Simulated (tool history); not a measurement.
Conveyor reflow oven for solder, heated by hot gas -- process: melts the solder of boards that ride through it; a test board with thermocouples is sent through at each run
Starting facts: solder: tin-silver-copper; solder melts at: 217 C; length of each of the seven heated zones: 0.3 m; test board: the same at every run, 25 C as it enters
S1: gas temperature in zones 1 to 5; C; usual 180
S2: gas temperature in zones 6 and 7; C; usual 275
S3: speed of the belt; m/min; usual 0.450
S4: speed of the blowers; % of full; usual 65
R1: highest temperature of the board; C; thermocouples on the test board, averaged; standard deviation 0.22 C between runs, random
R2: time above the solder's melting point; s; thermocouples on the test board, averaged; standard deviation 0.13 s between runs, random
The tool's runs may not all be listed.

Run 1, hour 0.0: usual settings. Result: R1 260.6 C, R2 68.9 s.
Run 2, hour 15.2: usual settings. Result: R1 260.4 C, R2 68.6 s.
Run 3, hour 36.5: usual settings. Result: R1 260.6 C, R2 68.6 s.
Run 4, hour 62.0: usual settings. Result: R1 260.3 C, R2 68.4 s.
Run 5, hour 78.0: usual settings but S4 62 % of full. Result: R1 259.5 C, R2 67.9 s.
Run 6, hour 97.5: usual settings. Result: R1 260.4 C, R2 68.6 s.
Run 7, hour 114.3: usual settings. Result: R1 260.4 C, R2 68.3 s.
Run 8, hour 135.4: usual settings. Result: R1 260.4 C, R2 68.3 s.
Run 9, hour 158.6: usual settings. Result: R1 259.8 C, R2 68.3 s.
Run 10, hour 176.4: usual settings. Result: R1 260.1 C, R2 68.2 s.
Run 11, hour 201.4: usual settings. Result: R1 259.5 C, R2 68.3 s.
Run 12, hour 223.7: usual settings. Result: R1 259.3 C, R2 68.2 s.
Run 13, hour 245.6: usual settings but S3 0.484 m/min. Result: R1 257.1 C, R2 61.3 s.
Run 14, hour 267.7: usual settings but S3 0.401 m/min, S4 54 % of full. Result: R1 259.9 C, R2 76.5 s.
Run 15, hour 286.2: usual settings but S3 0.401 m/min, S4 54 % of full. Result: R1 260.3 C, R2 76.8 s.
Run 16, hour 314.1: usual settings but S1 181 C, S2 269 C, S3 0.538 m/min, S4 62 % of full. Result: R1 247.3 C, R2 48.3 s.
Run 17, hour 327.0: usual settings but S4 56 % of full. Result: R1 256.8 C, R2 65.6 s.
At hour 333.4: belt drive overhauled, speed set with a stopwatch.
Run 18, hour 344.4: usual settings but S4 56 % of full. Result: R1 256.4 C, R2 66.0 s.
Run 19, hour 360.8: usual settings but S1 171 C, S2 277 C, S3 0.366 m/min, S4 51 % of full. Result: R1 261.7 C, R2 82.7 s.
Run 20, hour 388.6: usual settings but S1 188 C, S2 288 C, S3 0.366 m/min, S4 66 % of full. Result: R1 278.1 C, R2 98.6 s.
Run 21, hour 403.6: usual settings but S1 192 C, S2 288 C, S3 0.477 m/min, S4 59 % of full. Result: R1 268.5 C, R2 73.7 s.
Run 22, hour 429.6: usual settings but S1 177 C, S2 283 C, S3 0.477 m/min, S4 59 % of full. Result: R1 261.7 C, R2 63.9 s.
Run 23, hour 452.3: usual settings but S1 179 C, S2 290 C, S3 0.536 m/min, S4 61 % of full. Result: R1 264.0 C, R2 58.3 s.
Run 24, hour 470.8: usual settings but S2 276 C, S3 0.449 m/min, S4 56 % of full. Result: R1 256.9 C, R2 66.5 s.
At hour 488.4: belt drive overhauled, speed set with a stopwatch, once more.
Run 25, hour 492.4: usual settings but S1 173 C, S3 0.437 m/min. Result: R1 257.6 C, R2 65.3 s.

Branching from run 25: 5 alternative next runs. What would each branch give?
Run A, hour 511.4: usual settings but S1 174 C, S2 266 C, S3 0.437 m/min, S4 61 % of full. Result: R1 ?, R2 ?.
Run B, hour 511.4: usual settings but S2 269 C, S3 0.404 m/min, S4 85 % of full. Result: R1 ?, R2 ?.
Run C, hour 511.4: usual settings but S1 173 C, S3 0.437 m/min, S4 75 % of full. Result: R1 ?, R2 ?.
Run D, hour 511.4: usual settings but S1 174 C, S2 289 C, S4 81 % of full. Result: R1 ?, R2 ?.
Run E, hour 511.4: usual settings but S2 266 C, S3 0.495 m/min. Result: R1 ?, R2 ?.

run     R1    R2
  A  248.6  58.8
  B  258.9  76.0
  C  259.8  67.2
  D  273.5  72.2
  E  246.8  51.7
Stripped of hidden state, with their random variation kept, the same runs would have yielded:
run     R1    R2
  A  252.1  62.2
  B  262.2  78.4
  C  263.5  69.8
  D  277.6  74.0
  E  250.5  55.2
